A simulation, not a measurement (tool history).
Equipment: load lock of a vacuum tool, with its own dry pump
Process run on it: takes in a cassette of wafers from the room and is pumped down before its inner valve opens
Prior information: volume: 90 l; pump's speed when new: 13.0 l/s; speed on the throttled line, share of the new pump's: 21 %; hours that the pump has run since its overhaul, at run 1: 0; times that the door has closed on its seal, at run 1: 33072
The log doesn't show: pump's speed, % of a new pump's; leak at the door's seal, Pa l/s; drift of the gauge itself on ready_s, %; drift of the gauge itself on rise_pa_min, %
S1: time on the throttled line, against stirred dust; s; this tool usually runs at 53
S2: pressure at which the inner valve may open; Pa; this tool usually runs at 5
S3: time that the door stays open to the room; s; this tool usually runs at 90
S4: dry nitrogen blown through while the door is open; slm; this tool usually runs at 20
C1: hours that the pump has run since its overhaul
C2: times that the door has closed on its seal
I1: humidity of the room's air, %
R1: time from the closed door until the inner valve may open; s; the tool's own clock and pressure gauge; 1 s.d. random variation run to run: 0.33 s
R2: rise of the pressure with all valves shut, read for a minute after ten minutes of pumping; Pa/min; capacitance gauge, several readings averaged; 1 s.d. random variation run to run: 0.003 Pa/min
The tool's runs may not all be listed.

| run | hour | S1 | S2 | S3 | S4 | C1 | C2 | I1 | R1 | R2 |
|---|---|---|---|---|---|---|---|---|---|---|
| 1 | 0.0 | 53 | 5 | 90 | 20 | 0 | 33072 | 47.5 | 110.9 | 0.175 |
| 2 | 529.3 | 53 | 5 | 90 | 20 | 529 | 34075 | 44.4 | 111.7 | 0.177 |
| 3 | 983.2 | 53 | 5 | 90 | 20 | 983 | 34934 | 44.6 | 112.2 | 0.179 |
| 4 | 1270.4 | 53 | 5 | 90 | 20 | 1270 | 35478 | 42.7 | 111.9 | 0.191 |
| 5 | 1625.9 | 53 | 5 | 90 | 39 | 1626 | 36152 | 47.3 | 111.3 | 0.185 |
| 6 | 1975.4 | 53 | 5 | 90 | 39 | 1975 | 36814 | 45.8 | 112.7 | 0.187 |
| 7 | 2332.1 | 61 | 5 | 90 | 34 | 2332 | 37490 | 45.7 | 118.1 | 0.198 |
| 8 | 2899.5 | 51 | 6 | 90 | 20 | 2900 | 38565 | 45.7 | 109.4 | 0.213 |
| 9 | 3248.9 | 45 | 5 | 90 | 7 | 3249 | 39226 | 46.8 | 106.0 | 0.233 |
| 10 | 3710.9 | 45 | 5 | 113 | 7 | 3711 | 40102 | 45.3 | 106.3 | 0.239 |
| 11 | 4220.2 | 53 | 5 | 90 | 20 | 4220 | 41066 | 46.8 | 113.5 | 0.227 |

Alternative continuations, all from the tool just after run 11; predict every row:
| A | 4631.5 | 100 | 5 | 107 | 19 | 4631 | 41845 | 46.1 | ? | ? |
| B | 4631.5 | 53 | 6 | 90 | 34 | 4631 | 41845 | 45.8 | ? | ? |
| C | 4631.5 | 53 | 7 | 216 | 7 | 4631 | 41845 | 46.8 | ? | ? |
| D | 4631.5 | 53 | 7 | 82 | 22 | 4631 | 41845 | 45.1 | ? | ? |

| run | R1 | R2 |
|---|---|---|
| A | 149.9 | 0.231 |
| B | 111.9 | 0.227 |
| C | 110.4 | 0.265 |
| D | 110.0 | 0.234 |
Stripped of hidden state, with their random variation kept, the same runs would have yielded:
| run | R1 | R2 |
|---|---|---|
| A | 148.5 | 0.016 |
| B | 110.3 | 0.010 |
| C | 108.8 | 0.043 |
| D | 108.3 | 0.015 |
